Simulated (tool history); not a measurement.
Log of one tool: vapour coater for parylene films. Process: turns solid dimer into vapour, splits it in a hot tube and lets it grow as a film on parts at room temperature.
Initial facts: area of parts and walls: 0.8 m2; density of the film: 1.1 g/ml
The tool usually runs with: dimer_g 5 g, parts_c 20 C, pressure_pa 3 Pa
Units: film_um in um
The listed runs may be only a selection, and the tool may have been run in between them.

run	hour	dimer_g	parts_c	pressure_pa	film_um
1	0	5	20	3	2.81
2	36.7	5	20	3	2.88
3	56.1	5	32	3	1.78
4	87.5	3	20	3	1.68
5	116.9	5	20	3	2.79
6	137.4	5	23	3	2.47
7	172.7	5	20	2.8	2.85
8	190.3	5	20	2.8	2.89
9	209.8	5	20	3	2.77
10	233.6	5	20	3	2.72
11	262.3	5	20	3	2.8
12	280.3	5	16	4.55	2.93
# hour 282.9: table's thermometer calibrated
13	315.6	7	21	4.55	3.35
14	341.8	5	14	2.45	3.52
# hour 373.1: table's thermometer calibrated, once more
15	379.5	5	29	9.88	1.48
16	399.7	5	29	3.93	1.77
17	429.4	5	29	3.93	1.76
18	446	5	29	3.93	1.78
19	465.5	3	19	3.96	1.56
20	492.1	2	19	6.74	0.89
21	510.2	2	19	4.89	0.99
# hour 519.9: trap's valve overhauled
22	533.6	8	24	4.89	3.6

4 ways to go on from here, each from the tool as it stands after run 22. What would each give?
A	567.8	5	13	3.12	?
B	567.8	4	29	4.89	?
C	567.8	7	13	4.89	?
D	567.8	5	24	7.19	?

run	film_um
A	3.73
B	1.45
C	4.66
D	2.03
With the hidden condition removed and each run's random variation left untouched, the same runs would have given:
run	film_um
A	3.73
B	1.45
C	4.67
D	2.04
